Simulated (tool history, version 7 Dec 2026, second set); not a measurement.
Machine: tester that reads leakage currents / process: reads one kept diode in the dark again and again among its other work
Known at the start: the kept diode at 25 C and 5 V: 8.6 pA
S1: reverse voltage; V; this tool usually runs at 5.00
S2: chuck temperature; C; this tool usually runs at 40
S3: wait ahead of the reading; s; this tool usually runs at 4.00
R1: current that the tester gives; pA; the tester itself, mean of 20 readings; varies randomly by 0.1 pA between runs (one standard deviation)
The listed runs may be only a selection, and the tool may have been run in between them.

| run | day | S1 | S2 | S3 | R1 |
|---|---|---|---|---|---|
| 1 | 0.000 | 5.00 | 40 | 4.00 | 28.64 |
| 2 | 2.075 | 5.00 | 40 | 4.00 | 28.42 |
| 3 | 3.467 | 5.00 | 40 | 4.00 | 28.37 |
| 4 | 4.642 | 1.49 | 40 | 4.00 | 17.86 |
| 5 | 6.804 | 5.00 | 40 | 4.00 | 28.22 |
| 6 | 8.283 | 5.00 | 40 | 2.00 | 28.67 |
| 7 | 9.521 | 5.00 | 40 | 2.00 | 28.73 |
| 8 | 11.529 | 1.29 | 40 | 2.00 | 16.74 |
| 9 | 13.508 | 1.29 | 40 | 2.00 | 16.81 |
| 10 | 15.658 | 4.06 | 40 | 4.00 | 25.78 |
| 11 | 17.888 | 4.06 | 40 | 4.00 | 25.77 |
| 12 | 19.500 | 4.06 | 53 | 4.00 | 63.60 |
| 13 | 20.679 | 5.00 | 40 | 4.00 | 27.98 |
| 14 | 22.862 | 5.00 | 40 | 4.00 | 27.84 |
| 15 | 24.767 | 5.00 | 40 | 4.00 | 27.99 |
| 16 | 25.846 | 5.00 | 40 | 4.00 | 27.90 |
| 17 | 27.808 | 4.38 | 40 | 4.00 | 26.05 |
|  | 28.062 | probe card cleaned and baked |
| 18 | 29.825 | 4.38 | 40 | 4.00 | 27.15 |
| 19 | 31.092 | 5.00 | 40 | 4.00 | 28.44 |
| 20 | 32.100 | 5.00 | 40 | 5.85 | 28.36 |
| 21 | 33.742 | 5.00 | 40 | 2.63 | 28.70 |
| 22 | 34.708 | 14.65 | 23 | 2.22 | 21.60 |
| 23 | 36.271 | 5.00 | 40 | 1.38 | 29.24 |
|  | 37.417 | probe card cleaned and baked, once more |
| 24 | 38.500 | 2.71 | 48 | 1.38 | 36.75 |
|  | 40.058 | chuck's temperature calibrated |
| 25 | 40.058 | 11.23 | 40 | 1.06 | 41.41 |
| 26 | 41.329 | 11.23 | 40 | 1.06 | 41.20 |
| 27 | 42.896 | 11.23 | 40 | 1.06 | 41.48 |
| 28 | 44.842 | 11.23 | 40 | 1.06 | 41.50 |
| 29 | 47.008 | 3.74 | 40 | 2.78 | 26.33 |
| 30 | 48.117 | 2.94 | 44 | 1.32 | 32.67 |
| 31 | 49.125 | 2.94 | 44 | 1.32 | 32.62 |
| 32 | 51.171 | 1.71 | 31 | 4.78 | 9.92 |
| 33 | 53.225 | 1.71 | 31 | 4.78 | 9.86 |
| 34 | 54.246 | 5.00 | 40 | 4.00 | 28.81 |
| 35 | 55.817 | 6.89 | 59 | 5.18 | 122.51 |
| 36 | 57.121 | 6.41 | 20 | 4.00 | 7.25 |
| 37 | 58.538 | 4.79 | 25 | 4.00 | 9.26 |
| 38 | 59.958 | 14.28 | 40 | 0.36 | 53.42 |
| 39 | 61.571 | 14.28 | 40 | 0.36 | 53.42 |
| 40 | 62.471 | 14.28 | 40 | 0.36 | 53.32 |

Consider 3 possible next runs. They are alternatives, not a sequence: every one starts from the tool as it was left by run 40. What does each give?
| A | 64.333 | 5.96 | 40 | 7.39 | ? |
| B | 64.333 | 5.00 | 30 | 4.00 | ? |
| C | 64.333 | 5.00 | 34 | 0.40 | ? |

| run | R1 |
|---|---|
| A | 30.41 |
| B | 13.75 |
| C | 21.74 |
What these runs would have given with no unlogged condition in the tool:
| run | R1 |
|---|---|
| A | 30.77 |
| B | 13.56 |
| C | 21.77 |
